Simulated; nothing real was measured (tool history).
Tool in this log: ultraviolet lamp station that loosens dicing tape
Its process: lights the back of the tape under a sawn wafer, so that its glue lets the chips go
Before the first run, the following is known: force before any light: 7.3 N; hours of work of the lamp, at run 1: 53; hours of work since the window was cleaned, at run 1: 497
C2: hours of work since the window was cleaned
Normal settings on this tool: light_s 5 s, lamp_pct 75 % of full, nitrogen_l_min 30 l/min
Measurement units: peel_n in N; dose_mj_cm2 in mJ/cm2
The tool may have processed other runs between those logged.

Run 1, hour 0.0: usual settings; hours of work of the lamp 53; C2 497. Result: peel_n 0.944 N, dose_mj_cm2 270 mJ/cm2.
Run 2, hour 5.2: usual settings; hours of work of the lamp 56; C2 500. Result: peel_n 0.963 N, dose_mj_cm2 273 mJ/cm2.
Run 3, hour 13.7: usual settings; hours of work of the lamp 61; C2 504. Result: peel_n 0.989 N, dose_mj_cm2 272 mJ/cm2.
Run 4, hour 23.8: usual settings but lamp_pct 89 % of full; hours of work of the lamp 67; C2 510. Result: peel_n 0.687 N, dose_mj_cm2 321 mJ/cm2.
Run 5, hour 31.8: usual settings but lamp_pct 89 % of full; hours of work of the lamp 71; C2 514. Result: peel_n 0.693 N, dose_mj_cm2 321 mJ/cm2.
Run 6, hour 42.3: usual settings but nitrogen_l_min 15 l/min; hours of work of the lamp 77; C2 520. Result: peel_n 1.445 N, dose_mj_cm2 273 mJ/cm2.
Run 7, hour 48.9: usual settings but nitrogen_l_min 9 l/min; hours of work of the lamp 81; C2 524. Result: peel_n 1.952 N, dose_mj_cm2 270 mJ/cm2.
Run 8, hour 59.0: usual settings but nitrogen_l_min 9 l/min; hours of work of the lamp 86; C2 529. Result: peel_n 1.898 N, dose_mj_cm2 271 mJ/cm2.
Run 9, hour 68.4: usual settings but lamp_pct 90 % of full, nitrogen_l_min 10 l/min; hours of work of the lamp 91; C2 535. Result: peel_n 1.425 N, dose_mj_cm2 319 mJ/cm2.
At hour 73.3: window cleaned of glue's vapour.
Run 10, hour 77.4: usual settings but lamp_pct 90 % of full, nitrogen_l_min 10 l/min; hours of work of the lamp 96; C2 2. Result: peel_n 1.298 N, dose_mj_cm2 341 mJ/cm2.
Run 11, hour 83.2: usual settings but light_s 10 s, lamp_pct 90 % of full, nitrogen_l_min 37 l/min; hours of work of the lamp 99; C2 5. Result: peel_n 0.217 N, dose_mj_cm2 676 mJ/cm2.
Run 12, hour 89.7: usual settings but light_s 2 s, lamp_pct 72 % of full; hours of work of the lamp 103; C2 9. Result: peel_n 3.067 N, dose_mj_cm2 109 mJ/cm2.
Run 13, hour 99.5: usual settings but light_s 4 s, lamp_pct 68 % of full, nitrogen_l_min 24 l/min; hours of work of the lamp 108; C2 14. Result: peel_n 1.621 N, dose_mj_cm2 206 mJ/cm2.
Run 14, hour 105.3: usual settings but light_s 4 s, lamp_pct 68 % of full, nitrogen_l_min 24 l/min; hours of work of the lamp 111; C2 18. Result: peel_n 1.682 N, dose_mj_cm2 203 mJ/cm2.
Run 15, hour 115.3: usual settings but light_s 4 s, lamp_pct 68 % of full, nitrogen_l_min 24 l/min; hours of work of the lamp 117; C2 23. Result: peel_n 1.708 N, dose_mj_cm2 208 mJ/cm2.

How the hidden state differs across the entries between the runs, from the last listed run before each to the first after it:
After run 9, before run 10: window cleaned of glue's vapour (hour 73.3)
  lamp's light, % of a new lamp's: 97.3 -> 97.2; light that the window lets through, % of a clean one's: 94 -> 99.8
  measured result minus the result with no hidden state, peel_n: +0.187 -> +0.063 N; dose_mj_cm2: -30 -> -10 mJ/cm2
